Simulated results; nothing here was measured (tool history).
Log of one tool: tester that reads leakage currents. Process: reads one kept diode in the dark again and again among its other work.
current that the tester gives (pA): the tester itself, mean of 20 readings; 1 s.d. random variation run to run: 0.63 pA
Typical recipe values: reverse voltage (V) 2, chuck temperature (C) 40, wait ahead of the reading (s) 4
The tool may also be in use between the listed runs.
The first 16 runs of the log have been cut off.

run,hour,reverse voltage (V),chuck temperature (C),wait ahead of the reading (s),current that the tester gives (pA)
17,1304.5,2,45,4,277.59
18,1374,2,45,4,277.03
19,1449.4,2,45,4,276.19
20,1544.3,2,40,0.39,196.79
21,1652.3,13.08,40,2.15,559.5
22,1750.3,2,35,1.95,136.59
23,1796.5,2,35,1.95,136.05
24,1879.4,2,23,0.7,56.7
25,1980.6,1.26,22,0.35,40.65
26,2088.6,2.06,40,4,196.33
27,2138.8,2.06,40,4,197.18
28,2204.5,2.62,32,4,127.51
29,2317.6,2.62,32,4,127.3
30,2409.6,2.62,32,4,126.96
31,2498.1,2.62,32,4,126.51
32,2579.7,1.18,50,0.68,278.62
33,2657.8,3.06,22,0.71,67.24
34,2757.8,2.68,49,4,411
35,2830.4,11.29,48,1.27,859.55
36,2884.8,11.29,48,1.27,860.49
37,2937.1,11.29,48,1.27,861.75
38,3002.3,6.15,55,0.92,956.46
# hour 3032: chuck's temperature calibrated
39,3096.4,1.38,53,0.96,401.15

Here are 3 independent what-if runs from the current tool condition. What would each one return?
A,3210,2.94,53,3.05,?
B,3210,2,40,1.23,?
C,3210,1.38,53,1.85,?

run,current that the tester gives (pA)
A,608.24
B,209.35
C,401.05
What these runs would have given with no unlogged condition in the tool:
run,current that the tester gives (pA)
A,616.95
B,210.77
C,407.67
